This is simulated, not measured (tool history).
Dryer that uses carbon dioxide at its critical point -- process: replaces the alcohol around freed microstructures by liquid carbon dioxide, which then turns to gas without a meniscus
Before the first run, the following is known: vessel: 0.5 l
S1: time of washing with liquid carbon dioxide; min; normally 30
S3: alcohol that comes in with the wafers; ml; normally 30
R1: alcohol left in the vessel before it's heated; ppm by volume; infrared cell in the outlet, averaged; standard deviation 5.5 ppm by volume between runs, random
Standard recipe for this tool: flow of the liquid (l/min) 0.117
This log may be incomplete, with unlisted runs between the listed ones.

run 1 hour=0.0 | S1=30 flow_of_the_liquid_(l/min)=0.117 S3=30 | R1=254
run 2 hour=9.1 | S1=30 flow_of_the_liquid_(l/min)=0.120 S3=30 | R1=240
run 3 hour=18.9 | S1=30 flow_of_the_liquid_(l/min)=0.120 S3=30 | R1=231
run 4 hour=30.1 | S1=39 flow_of_the_liquid_(l/min)=0.117 S3=30 | R1=71
run 5 hour=44.6 | S1=39 flow_of_the_liquid_(l/min)=0.117 S3=30 | R1=75
run 6 hour=58.9 | S1=39 flow_of_the_liquid_(l/min)=0.117 S3=30 | R1=81
run 7 hour=73.3 | S1=23 flow_of_the_liquid_(l/min)=0.117 S3=30 | R1=1012
run 8 hour=88.1 | S1=23 flow_of_the_liquid_(l/min)=0.117 S3=30 | R1=999
run 9 hour=95.1 | S1=23 flow_of_the_liquid_(l/min)=0.117 S3=30 | R1=1051
run 10 hour=105.9 | S1=30 flow_of_the_liquid_(l/min)=0.117 S3=30 | R1=309
run 11 hour=120.0 | S1=30 flow_of_the_liquid_(l/min)=0.117 S3=30 | R1=340
run 12 hour=134.3 | S1=30 flow_of_the_liquid_(l/min)=0.117 S3=30 | R1=346
run 13 hour=149.0 | S1=30 flow_of_the_liquid_(l/min)=0.079 S3=30 | R1=1806
run 14 hour=161.6 | S1=30 flow_of_the_liquid_(l/min)=0.079 S3=30 | R1=1851
run 15 hour=170.5 | S1=30 flow_of_the_liquid_(l/min)=0.117 S3=30 | R1=373
run 16 hour=178.4 | S1=30 flow_of_the_liquid_(l/min)=0.117 S3=38 | R1=469
run 17 hour=188.2 | S1=30 flow_of_the_liquid_(l/min)=0.117 S3=38 | R1=481
run 18 hour=201.6 | S1=30 flow_of_the_liquid_(l/min)=0.117 S3=38 | R1=498
run 19 hour=212.9 | S1=30 flow_of_the_liquid_(l/min)=0.117 S3=38 | R1=479
run 20 hour=225.1 | S1=30 flow_of_the_liquid_(l/min)=0.117 S3=48 | R1=647
run 21 hour=233.0 | S1=30 flow_of_the_liquid_(l/min)=0.117 S3=45 | R1=629
run 22 hour=246.6 | S1=30 flow_of_the_liquid_(l/min)=0.117 S3=45 | R1=623
run 23 hour=256.0 | S1=30 flow_of_the_liquid_(l/min)=0.117 S3=45 | R1=647
run 24 hour=272.0 | S1=30 flow_of_the_liquid_(l/min)=0.117 S3=45 | R1=687
run 25 hour=282.5 | S1=41 flow_of_the_liquid_(l/min)=0.095 S3=21 | R1=215
-- hour=287.2 inlet filter changed
run 26 hour=290.7 | S1=41 flow_of_the_liquid_(l/min)=0.095 S3=21 | R1=90
run 27 hour=300.0 | S1=29 flow_of_the_liquid_(l/min)=0.130 S3=30 | R1=141
run 28 hour=309.0 | S1=36 flow_of_the_liquid_(l/min)=0.117 S3=90 | R1=179
run 29 hour=321.2 | S1=36 flow_of_the_liquid_(l/min)=0.175 S3=90 | R1=46
run 30 hour=332.3 | S1=28 flow_of_the_liquid_(l/min)=0.135 S3=90 | R1=345
run 31 hour=348.0 | S1=20 flow_of_the_liquid_(l/min)=0.197 S3=35 | R1=130
run 32 hour=363.7 | S1=20 flow_of_the_liquid_(l/min)=0.197 S3=35 | R1=132
run 33 hour=373.6 | S1=28 flow_of_the_liquid_(l/min)=0.197 S3=84 | R1=52
run 34 hour=383.7 | S1=28 flow_of_the_liquid_(l/min)=0.112 S3=20 | R1=269
run 35 hour=397.1 | S1=30 flow_of_the_liquid_(l/min)=0.072 S3=49 | R1=2890
run 36 hour=413.6 | S1=30 flow_of_the_liquid_(l/min)=0.175 S3=46 | R1=67
run 37 hour=429.2 | S1=21 flow_of_the_liquid_(l/min)=0.199 S3=30 | R1=106
run 38 hour=437.2 | S1=48 flow_of_the_liquid_(l/min)=0.084 S3=33 | R1=136
run 39 hour=451.3 | S1=48 flow_of_the_liquid_(l/min)=0.090 S3=113 | R1=268
run 40 hour=459.8 | S1=30 flow_of_the_liquid_(l/min)=0.187 S3=30 | R1=48
run 41 hour=476.3 | S1=19 flow_of_the_liquid_(l/min)=0.135 S3=30 | R1=1049
run 42 hour=484.8 | S1=18 flow_of_the_liquid_(l/min)=0.121 S3=71 | R1=4463
run 43 hour=492.9 | S1=46 flow_of_the_liquid_(l/min)=0.100 S3=53 | R1=120
run 44 hour=503.7 | S1=46 flow_of_the_liquid_(l/min)=0.100 S3=53 | R1=128
run 45 hour=517.4 | S1=41 flow_of_the_liquid_(l/min)=0.182 S3=53 | R1=51
run 46 hour=530.7 | S1=41 flow_of_the_liquid_(l/min)=0.182 S3=53 | R1=52

3 ways to go on from here, each from the tool as it stands after run 46. What would each give?
run A hour=546.8 | S1=30 flow_of_the_liquid_(l/min)=0.179 S3=30 | R1=?
run B hour=546.8 | S1=27 flow_of_the_liquid_(l/min)=0.149 S3=53 | R1=?
run C hour=546.8 | S1=30 flow_of_the_liquid_(l/min)=0.117 S3=30 | R1=?

run=A R1=52
run=B R1=243
run=C R1=305
Without the tool's hidden state the same runs would have given:
run=A R1=0
run=B R1=105
run=C R1=155

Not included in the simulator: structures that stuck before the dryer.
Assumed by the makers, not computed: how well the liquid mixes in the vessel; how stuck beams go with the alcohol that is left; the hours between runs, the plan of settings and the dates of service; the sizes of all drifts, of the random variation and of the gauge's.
